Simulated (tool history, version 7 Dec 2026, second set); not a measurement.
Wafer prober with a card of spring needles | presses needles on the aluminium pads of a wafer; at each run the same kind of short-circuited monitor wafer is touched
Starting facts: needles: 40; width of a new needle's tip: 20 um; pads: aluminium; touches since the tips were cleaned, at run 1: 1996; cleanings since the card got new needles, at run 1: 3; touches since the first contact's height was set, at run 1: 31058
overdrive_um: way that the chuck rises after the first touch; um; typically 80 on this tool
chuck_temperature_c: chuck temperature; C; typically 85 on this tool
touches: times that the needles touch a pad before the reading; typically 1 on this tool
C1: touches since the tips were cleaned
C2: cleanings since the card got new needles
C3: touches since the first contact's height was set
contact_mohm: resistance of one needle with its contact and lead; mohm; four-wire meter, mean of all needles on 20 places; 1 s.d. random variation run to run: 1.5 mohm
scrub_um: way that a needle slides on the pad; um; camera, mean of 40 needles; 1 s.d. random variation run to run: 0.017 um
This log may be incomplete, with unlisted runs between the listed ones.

run 1 hour=0 | overdrive_um=80 chuck_temperature_c=85 touches=1 | C1=1996 C2=3 C3=31058 | contact_mohm=185 scrub_um=11.19
-- hour=18.3 tips cleaned on abrasive film
run 2 hour=21.6 | overdrive_um=80 chuck_temperature_c=85 touches=1 | C1=1278 C2=4 C3=39498 | contact_mohm=169 scrub_um=11.26
run 3 hour=33.8 | overdrive_um=80 chuck_temperature_c=112 touches=1 | C1=6080 C2=4 C3=44300 | contact_mohm=211 scrub_um=11.19
-- hour=41.9 tips cleaned on abrasive film
run 4 hour=52.3 | overdrive_um=80 chuck_temperature_c=85 touches=1 | C1=4105 C2=5 C3=51536 | contact_mohm=198 scrub_um=11.22
run 5 hour=62.6 | overdrive_um=80 chuck_temperature_c=85 touches=1 | C1=8162 C2=5 C3=55593 | contact_mohm=228 scrub_um=11.22
-- hour=65.7 tips cleaned on abrasive film
-- hour=75.7 height of the first contact set anew
run 6 hour=80.4 | overdrive_um=80 chuck_temperature_c=85 touches=1 | C1=5653 C2=6 C3=1849 | contact_mohm=211 scrub_um=11.27
-- hour=88.9 tips cleaned on abrasive film
run 7 hour=101.7 | overdrive_um=80 chuck_temperature_c=85 touches=1 | C1=5018 C2=7 C3=10168 | contact_mohm=204 scrub_um=11.24
-- hour=112.4 tips cleaned on abrasive film
run 8 hour=117.8 | overdrive_um=80 chuck_temperature_c=85 touches=1 | C1=2148 C2=8 C3=16473 | contact_mohm=181 scrub_um=11.25
run 9 hour=130.5 | overdrive_um=80 chuck_temperature_c=85 touches=1 | C1=7134 C2=8 C3=21459 | contact_mohm=218 scrub_um=11.25
-- hour=135.7 tips cleaned on abrasive film
run 10 hour=144.5 | overdrive_um=61 chuck_temperature_c=85 touches=1 | C1=3468 C2=9 C3=26930 | contact_mohm=247 scrub_um=8.56
run 11 hour=157.6 | overdrive_um=61 chuck_temperature_c=85 touches=1 | C1=8594 C2=9 C3=32056 | contact_mohm=292 scrub_um=8.54
-- hour=159.3 tips cleaned on abrasive film
run 12 hour=171.4 | overdrive_um=80 chuck_temperature_c=85 touches=1 | C1=4737 C2=10 C3=37443 | contact_mohm=210 scrub_um=11.18
-- hour=183.2 tips cleaned on abrasive film
run 13 hour=186.5 | overdrive_um=80 chuck_temperature_c=85 touches=1 | C1=1317 C2=11 C3=43348 | contact_mohm=174 scrub_um=11.2
run 14 hour=205.4 | overdrive_um=80 chuck_temperature_c=85 touches=1 | C1=8735 C2=11 C3=50766 | contact_mohm=231 scrub_um=11.2
-- hour=207.4 tips cleaned on abrasive film
run 15 hour=218.7 | overdrive_um=80 chuck_temperature_c=85 touches=2 | C1=4423 C2=12 C3=55946 | contact_mohm=179 scrub_um=11.2
-- hour=230.8 tips cleaned on abrasive film
-- hour=231.1 height of the first contact set anew
run 16 hour=232.7 | overdrive_um=80 chuck_temperature_c=70 touches=3 | C1=608 C2=13 C3=608 | contact_mohm=147 scrub_um=11.27
run 17 hour=247.3 | overdrive_um=80 chuck_temperature_c=70 touches=3 | C1=6372 C2=13 C3=6372 | contact_mohm=170 scrub_um=11.23
-- hour=255.2 tips cleaned on abrasive film
run 18 hour=267.9 | overdrive_um=80 chuck_temperature_c=72 touches=3 | C1=4970 C2=14 C3=14409 | contact_mohm=166 scrub_um=11.25
-- hour=278.4 tips cleaned on abrasive film
run 19 hour=280.1 | overdrive_um=80 chuck_temperature_c=72 touches=3 | C1=690 C2=15 C3=19186 | contact_mohm=148 scrub_um=11.23
run 20 hour=294.4 | overdrive_um=69 chuck_temperature_c=85 touches=1 | C1=6305 C2=15 C3=24801 | contact_mohm=246 scrub_um=9.7
-- hour=301.1 tips cleaned on abrasive film
run 21 hour=308 | overdrive_um=63 chuck_temperature_c=85 touches=1 | C1=2743 C2=16 C3=30108 | contact_mohm=224 scrub_um=8.84
run 22 hour=317.1 | overdrive_um=63 chuck_temperature_c=85 touches=1 | C1=6304 C2=16 C3=33669 | contact_mohm=271 scrub_um=8.86
-- hour=325.5 tips cleaned on abrasive film
run 23 hour=328.8 | overdrive_um=63 chuck_temperature_c=85 touches=1 | C1=1317 C2=17 C3=38239 | contact_mohm=195 scrub_um=8.82
run 24 hour=344 | overdrive_um=100 chuck_temperature_c=55 touches=2 | C1=7292 C2=17 C3=44214 | contact_mohm=170 scrub_um=14.05
-- hour=349.7 tips cleaned on abrasive film
run 25 hour=362.6 | overdrive_um=80 chuck_temperature_c=85 touches=1 | C1=5061 C2=18 C3=51463 | contact_mohm=214 scrub_um=11.22
-- hour=372.3 tips cleaned on abrasive film
run 26 hour=378.1 | overdrive_um=80 chuck_temperature_c=85 touches=3 | C1=2263 C2=19 C3=57511 | contact_mohm=158 scrub_um=11.19
-- hour=386.2 height of the first contact set anew
run 27 hour=393 | overdrive_um=67 chuck_temperature_c=85 touches=2 | C1=8022 C2=19 C3=2678 | contact_mohm=219 scrub_um=9.45
-- hour=395.5 tips cleaned on abrasive film
run 28 hour=403.1 | overdrive_um=70 chuck_temperature_c=33 touches=3 | C1=2953 C2=20 C3=6582 | contact_mohm=161 scrub_um=9.84

Here are 4 independent what-if runs from the current tool condition. What would each one return?
run A hour=416 | overdrive_um=70 chuck_temperature_c=30 touches=3 | C1=8033 C2=20 C3=11662 | contact_mohm=? scrub_um=?
run B hour=416 | overdrive_um=89 chuck_temperature_c=98 touches=2 | C1=8033 C2=20 C3=11662 | contact_mohm=? scrub_um=?
run C hour=416 | overdrive_um=80 chuck_temperature_c=70 touches=1 | C1=8033 C2=20 C3=11662 | contact_mohm=? scrub_um=?
run D hour=416 | overdrive_um=80 chuck_temperature_c=85 touches=2 | C1=8033 C2=20 C3=11662 | contact_mohm=? scrub_um=?

run=A contact_mohm=177 scrub_um=9.85
run=B contact_mohm=185 scrub_um=12.52
run=C contact_mohm=229 scrub_um=11.25
run=D contact_mohm=195 scrub_um=11.25
With the hidden condition removed and each run's random variation left untouched, the same runs would have given:
run=A contact_mohm=133 scrub_um=9.86
run=B contact_mohm=142 scrub_um=12.54
run=C contact_mohm=139 scrub_um=11.27
run=D contact_mohm=142 scrub_um=11.27
